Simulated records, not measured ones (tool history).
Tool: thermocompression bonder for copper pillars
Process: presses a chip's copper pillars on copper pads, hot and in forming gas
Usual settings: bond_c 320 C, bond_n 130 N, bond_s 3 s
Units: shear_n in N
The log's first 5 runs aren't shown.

Run 6, hour 116.5: usual settings. Result: shear_n 98.5 N.
Run 7, hour 133.8: usual settings. Result: shear_n 95.3 N.
Run 8, hour 161.2: usual settings. Result: shear_n 98.3 N.
At hour 178.6: forming gas filter changed.
Run 9, hour 198: usual settings. Result: shear_n 98.4 N.
Run 10, hour 233.7: usual settings. Result: shear_n 99.5 N.
Run 11, hour 267.9: usual settings but bond_c 295 C. Result: shear_n 74.4 N.
Run 12, hour 290.3: usual settings but bond_n 142 N. Result: shear_n 105.4 N.
Run 13, hour 317.6: usual settings but bond_n 94 N. Result: shear_n 74.1 N.
Run 14, hour 346.8: usual settings but bond_n 94 N. Result: shear_n 74.2 N.
Run 15, hour 366.5: usual settings. Result: shear_n 99.8 N.
Run 16, hour 397.4: usual settings. Result: shear_n 98.1 N.
Run 17, hour 418: usual settings. Result: shear_n 96 N.
Run 18, hour 451.2: usual settings. Result: shear_n 96.8 N.
Run 19, hour 483.4: usual settings. Result: shear_n 97.6 N.
Run 20, hour 506.6: usual settings. Result: shear_n 97 N.
Run 21, hour 540: usual settings. Result: shear_n 99.6 N.
Run 22, hour 574.7: usual settings but bond_n 178 N, bond_s 8 s. Result: shear_n 139.1 N.
Run 23, hour 606.7: usual settings but bond_n 178 N, bond_s 8 s. Result: shear_n 139.2 N.
Run 24, hour 624.1: usual settings but bond_n 178 N, bond_s 8 s. Result: shear_n 139 N.
Run 25, hour 647.1: usual settings but bond_c 303 C, bond_n 99 N, bond_s 8 s. Result: shear_n 89.8 N.
Run 26, hour 677.4: usual settings but bond_c 338 C, bond_n 99 N, bond_s 8 s. Result: shear_n 122.2 N.
Run 27, hour 701.2: usual settings but bond_c 338 C, bond_n 99 N, bond_s 2 s. Result: shear_n 81.1 N.
Run 28, hour 723.6: usual settings but bond_n 114 N, bond_s 4 s. Result: shear_n 94.4 N.
At hour 736: forming gas filter changed.
Run 29, hour 761: usual settings but bond_c 344 C, bond_n 80 N. Result: shear_n 82.5 N.

Forecast run 30:
Run 30, hour 789.5: usual settings but bond_c 303 C, bond_n 194 N, bond_s 2 s. Result: shear_n ?.

shear_n: 100.3 N
Without the tool's hidden state the same run would have given shear_n 100.3 N.

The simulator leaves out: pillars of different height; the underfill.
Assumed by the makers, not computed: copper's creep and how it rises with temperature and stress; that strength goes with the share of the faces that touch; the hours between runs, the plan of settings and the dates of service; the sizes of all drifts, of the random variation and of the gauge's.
